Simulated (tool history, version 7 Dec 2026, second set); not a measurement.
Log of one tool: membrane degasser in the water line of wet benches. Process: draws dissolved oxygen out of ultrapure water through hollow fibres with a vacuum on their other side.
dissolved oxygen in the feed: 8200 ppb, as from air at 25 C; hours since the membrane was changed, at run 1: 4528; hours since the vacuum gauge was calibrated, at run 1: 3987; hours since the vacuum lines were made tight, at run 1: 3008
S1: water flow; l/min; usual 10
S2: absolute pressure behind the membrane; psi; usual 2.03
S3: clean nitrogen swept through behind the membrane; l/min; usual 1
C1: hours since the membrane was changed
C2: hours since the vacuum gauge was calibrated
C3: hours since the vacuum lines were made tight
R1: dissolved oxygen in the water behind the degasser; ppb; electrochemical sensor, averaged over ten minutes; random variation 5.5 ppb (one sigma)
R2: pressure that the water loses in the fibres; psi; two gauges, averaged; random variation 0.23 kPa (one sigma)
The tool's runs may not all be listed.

run    hour  S1    S2    S3    C1    C2    C3     R1      R2
  1       0  10  2.03     1  4528  3987  3008  603.1   8.654
  2    65.5  10  2.03     1  4594  4052  3074  614.6   8.604
  3   162.1   9  2.03     1  4690  4149  3170  526.3   7.757
  4     237   9  2.03     1  4765  4223  3245  528.7   7.807
      335.8  -- vacuum gauge calibrated
  5     343  10  2.03     1  4871     7  3351  610.8   8.579
  6   436.8  10  2.03     1  4964   101  3445  615.6   8.733
  7   522.8  10  2.03     1  5050   187  3530  604.5   8.696
  8   581.7  10  2.03     1  5109   246  3589  605.4    8.64
  9   673.6  10  2.03     1  5201   338  3681    596   8.708
 10   781.6  15  2.03     1  5309   446  3789    995  12.962
 11   842.8  10  2.03     1  5370   507  3851  598.6   8.659
 12     905  10  2.03     1  5432   569  3913  607.9   8.685
 13   965.1  10  2.03     1  5493   629  3973  610.6   8.715
 14  1079.2  10  2.03  2.22  5607   743  4087  488.8    8.67
 15  1131.9  10  2.03     1  5659   796  4140  615.2   8.721
 16  1190.5  10  1.65     1  5718   855  4198  554.6   8.705
 17  1296.4  10  1.65     1  5824   961  4304  556.2   8.728
 18  1375.4   6  1.33   0.6  5903  1040  4383  284.5   5.201
 19  1463.8   6  1.33   0.6  5991  1128  4472  285.1   5.253
 20  1565.1   6  1.33   0.6  6093  1229  4573  290.2   5.259
 21  1632.5   6  1.33   0.6  6160  1297  4640  287.7    5.24
 22  1747.9  12  1.71  0.73  6275  1412  4756    813  10.543
     1774.4  -- seals of the vacuum lines changed
 23    1815  13  2.71     1  6341  1477    41  976.5  11.457
 24    1916  10  1.54  0.84  6442  1578   142  569.3   8.725
 25  1966.4  10  1.54  0.84  6492  1629   192  570.6   8.718
 26  2068.8  10  1.54  0.84  6594  1731   294  573.3   8.831
 27  2178.9  10  1.54  0.84  6704  1841   404  567.5   8.763
 28  2244.2  10  1.54  0.84  6770  1906   470  569.4   8.836
 29  2318.9  11  2.03  1.75  6844  1981   545  600.5   9.583
 30  2409.7  10  2.03  1.83  6935  2072   635  514.2    8.74
 31  2507.1   9  2.03  0.76  7033  2169   733  590.2   7.952

4 ways to go on from here, each from the tool as it stands after run 31. What would each give?
  A  2603.2  13  2.55  2.14  7129  2265  829   ?   ?
  B  2603.2  13     2   2.4  7129  2265  829   ?   ?
  C  2603.2   9  4.64  0.76  7129  2265  829   ?   ?
  D  2603.2  11  1.26  0.72  7129  2265  829   ?   ?

run      R1      R2
  A   764.6  11.507
  B   701.7  11.439
  C  1010.3   7.967
  D   624.1   9.712
Without the tool's hidden state the same runs would have given:
run     R1      R2
  A  679.5   10.86
  B  616.2  10.797
  C  951.1   7.519
  D  548.2   9.166
